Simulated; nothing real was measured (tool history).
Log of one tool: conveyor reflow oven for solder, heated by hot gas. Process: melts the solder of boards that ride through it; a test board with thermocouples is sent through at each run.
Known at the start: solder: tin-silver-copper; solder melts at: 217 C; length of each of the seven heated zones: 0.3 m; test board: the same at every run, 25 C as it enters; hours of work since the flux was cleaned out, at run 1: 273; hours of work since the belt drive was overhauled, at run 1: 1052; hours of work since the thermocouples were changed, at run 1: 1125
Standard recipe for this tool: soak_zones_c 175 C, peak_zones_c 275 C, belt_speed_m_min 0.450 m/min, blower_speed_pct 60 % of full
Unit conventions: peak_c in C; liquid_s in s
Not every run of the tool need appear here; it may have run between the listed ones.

run	hour	soak_zones_c	peak_zones_c	belt_speed_m_min	blower_speed_pct	hours of work since the flux was cleaned out	hours of work since the belt drive was overhauled	hours of work since the thermocouples were changed	peak_c	liquid_s
1	0.0	175	275	0.450	60	273	1052	1125	252.1	59.8
2	42.8	175	275	0.450	60	296	1076	1149	251.8	59.2
3	66.4	175	275	0.450	60	309	1088	1161	251.4	59.2
4	107.2	174	275	0.450	60	331	1111	1183	251.4	58.2
# hour 138.0: flux residue cleaned out of gas plates and filters
5	142.4	175	287	0.450	60	2	1127	1200	258.8	64.6
6	185.4	175	287	0.450	60	26	1150	1223	258.7	64.2
7	228.2	175	275	0.450	60	49	1173	1246	248.7	55.6
8	260.3	175	275	0.450	81	66	1191	1264	253.1	60.9
9	282.8	175	275	0.450	81	79	1203	1276	253.2	60.8
10	309.8	175	275	0.450	80	93	1218	1291	252.5	60.6
11	330.8	175	275	0.450	80	105	1229	1302	252.6	60.3
# hour 352.5: thermocouples of zones 6 and 7 changed
12	368.6	175	290	0.450	60	124	1249	9	260.8	65.4
# hour 397.0: flux residue cleaned out of gas plates and filters, once more
13	407.5	179	268	0.450	60	6	1267	27	250.1	60.7
14	452.7	166	273	0.515	78	30	1291	52	252.4	49.9
15	485.2	166	273	0.515	78	48	1309	69	251.6	50.0
16	524.2	175	265	0.522	60	69	1330	90	241.4	41.5
# hour 570.4: belt drive overhauled, speed set with a stopwatch
17	570.4	175	265	0.522	60	92	0	113	240.1	39.1
18	602.6	177	264	0.450	60	109	17	131	244.8	53.3
19	626.2	161	264	0.450	60	122	30	144	241.7	43.8
20	670.2	166	264	0.450	62	146	54	167	242.5	47.2
21	709.5	175	275	0.525	51	167	75	189	242.3	40.4
22	744.7	186	273	0.439	60	186	94	208	254.3	66.8

How would selected steps in peak_c from run to run divide? Give the signed amount a tool lacking its hidden state would still show from settings, what came in and random variation, and the signed amount left for the hidden state, including any gauge scatter that is not in both of the compared results.
What the log doesn't record here: heat that the gas passes to the board, % of a clean oven's; belt's true speed, % of the reading; true gas temperature in zones 6 and 7 over the reading, C; drift of the gauge itself on peak_c, C; drift of the gauge itself on liquid_s, %.
Run 4 -> 5: soak_zones_c 174 -> 175, peak_zones_c 275 -> 287, flux residue cleaned out of gas plates and filters. peak_c +7.4 C: hidden state -2.5, all else +9.9.
Run 12 -> 13: soak_zones_c 175 -> 179, peak_zones_c 290 -> 268, flux residue cleaned out of gas plates and filters, once more. peak_c -10.7 C: hidden state +7.5, all else -18.2.
Run 21 -> 22: soak_zones_c 175 -> 186, peak_zones_c 275 -> 273, belt_speed_m_min 0.525 -> 0.439, blower_speed_pct 51 -> 60. peak_c +12.0 C: hidden state +0.1, all else +11.9.
